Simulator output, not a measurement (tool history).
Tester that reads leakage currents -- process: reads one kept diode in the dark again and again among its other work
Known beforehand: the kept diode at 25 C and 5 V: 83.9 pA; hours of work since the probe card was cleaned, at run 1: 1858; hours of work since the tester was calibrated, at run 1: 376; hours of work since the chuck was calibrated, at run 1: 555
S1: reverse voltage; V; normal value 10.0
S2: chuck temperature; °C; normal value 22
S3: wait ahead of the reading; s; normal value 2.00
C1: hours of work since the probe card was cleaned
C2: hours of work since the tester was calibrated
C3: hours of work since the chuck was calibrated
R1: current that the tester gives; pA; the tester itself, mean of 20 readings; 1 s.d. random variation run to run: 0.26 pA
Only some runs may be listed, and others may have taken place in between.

| run | hour | S1 | S2 | S3 | C1 | C2 | C3 | R1 |
|---|---|---|---|---|---|---|---|---|
| 1 | 0.0 | 10.0 | 22 | 2.00 | 1858 | 376 | 555 | 96.87 |
| 2 | 29.6 | 10.0 | 22 | 2.00 | 1876 | 394 | 573 | 97.26 |
| 3 | 51.5 | 10.0 | 22 | 2.00 | 1889 | 408 | 586 | 97.38 |
| 4 | 70.9 | 10.0 | 22 | 2.00 | 1901 | 420 | 598 | 96.99 |
| 5 | 96.8 | 10.0 | 22 | 2.00 | 1917 | 435 | 614 | 97.46 |
| 6 | 125.7 | 10.0 | 21 | 2.00 | 1935 | 453 | 631 | 91.39 |
| 7 | 144.3 | 10.0 | 31 | 2.00 | 1946 | 464 | 643 | 178.11 |
| 8 | 175.0 | 10.0 | 31 | 2.00 | 1965 | 483 | 661 | 178.73 |
| 9 | 188.5 | 10.0 | 31 | 2.00 | 1973 | 491 | 670 | 179.36 |
| 10 | 217.5 | 10.0 | 31 | 2.00 | 1991 | 509 | 687 | 178.64 |
| 11 | 246.6 | 10.0 | 31 | 2.00 | 2008 | 527 | 705 | 178.56 |
| 12 | 262.8 | 10.0 | 31 | 2.00 | 2018 | 537 | 715 | 179.02 |
| 13 | 276.6 | 11.2 | 22 | 2.00 | 2027 | 545 | 723 | 103.24 |
| 14 | 299.4 | 11.2 | 22 | 2.00 | 2041 | 559 | 737 | 103.86 |
| 15 | 323.7 | 10.0 | 22 | 2.00 | 2055 | 574 | 752 | 99.44 |
| 16 | 337.8 | 2.0 | 22 | 2.00 | 2064 | 582 | 761 | 54.83 |
| 17 | 362.3 | 2.0 | 22 | 2.00 | 2079 | 597 | 776 | 54.57 |
| 18 | 393.0 | 2.0 | 22 | 2.00 | 2098 | 616 | 794 | 54.98 |
| 19 | 408.2 | 2.0 | 22 | 2.00 | 2107 | 625 | 804 | 55.07 |
| 20 | 427.1 | 2.0 | 22 | 2.00 | 2119 | 637 | 815 | 54.72 |
| 21 | 441.9 | 2.0 | 22 | 2.00 | 2128 | 646 | 824 | 55.06 |
| 22 | 470.5 | 6.6 | 41 | 0.31 | 2145 | 663 | 842 | 305.17 |
| 23 | 500.9 | 2.3 | 35 | 0.72 | 2164 | 682 | 860 | 142.49 |
| 24 | 524.7 | 2.3 | 35 | 0.72 | 2178 | 697 | 875 | 142.21 |
| 25 | 544.5 | 1.5 | 21 | 0.50 | 2190 | 709 | 887 | 47.25 |
| 26 | 558.1 | 1.5 | 21 | 0.50 | 2199 | 717 | 895 | 47.14 |
| 27 | 577.2 | 10.0 | 36 | 4.98 | 2210 | 729 | 907 | 251.45 |
| 28 | 607.8 | 3.5 | 29 | 4.47 | 2229 | 747 | 926 | 109.43 |
| 29 | 625.6 | 1.7 | 21 | 6.08 | 2240 | 758 | 936 | 48.78 |
| 30 | 650.4 | 1.7 | 28 | 1.86 | 2255 | 773 | 952 | 79.91 |
| 31 | 677.8 | 1.7 | 46 | 0.41 | 2272 | 790 | 968 | 263.31 |
| 32 | 707.4 | 10.0 | 20 | 2.00 | 2290 | 808 | 986 | 89.22 |
| 33 | 731.3 | 9.0 | 29 | 0.60 | 2304 | 823 | 1001 | 158.42 |
|  | 744.7 | probe card cleaned and baked |
| 34 | 759.8 | 10.0 | 22 | 4.99 | 9 | 838 | 1016 | 92.55 |
| 35 | 780.1 | 10.0 | 59 | 5.51 | 22 | 851 | 1029 | 1026.36 |
| 36 | 792.7 | 1.7 | 44 | 2.45 | 29 | 858 | 1037 | 232.08 |
| 37 | 811.6 | 5.1 | 29 | 1.39 | 41 | 870 | 1048 | 122.82 |
| 38 | 834.8 | 2.2 | 40 | 0.38 | 55 | 884 | 1062 | 195.82 |
| 39 | 855.4 | 1.6 | 39 | 6.89 | 68 | 897 | 1075 | 163.89 |
| 40 | 870.8 | 1.6 | 39 | 6.89 | 77 | 906 | 1084 | 164.20 |

Alternative continuations, all from the tool just after run 40; predict every row:
| A | 900.9 | 1.9 | 34 | 6.89 | 95 | 924 | 1103 | ? |
| B | 900.9 | 14.8 | 39 | 6.89 | 95 | 924 | 1103 | ? |
| C | 900.9 | 18.8 | 22 | 2.00 | 95 | 924 | 1103 | ? |
| D | 900.9 | 1.7 | 43 | 2.72 | 95 | 924 | 1103 | ? |

| run | R1 |
|---|---|
| A | 124.11 |
| B | 342.82 |
| C | 117.48 |
| D | 216.88 |
Stripped of hidden state, with their random variation kept, the same runs would have yielded:
| run | R1 |
|---|---|
| A | 114.49 |
| B | 316.76 |
| C | 107.33 |
| D | 201.02 |
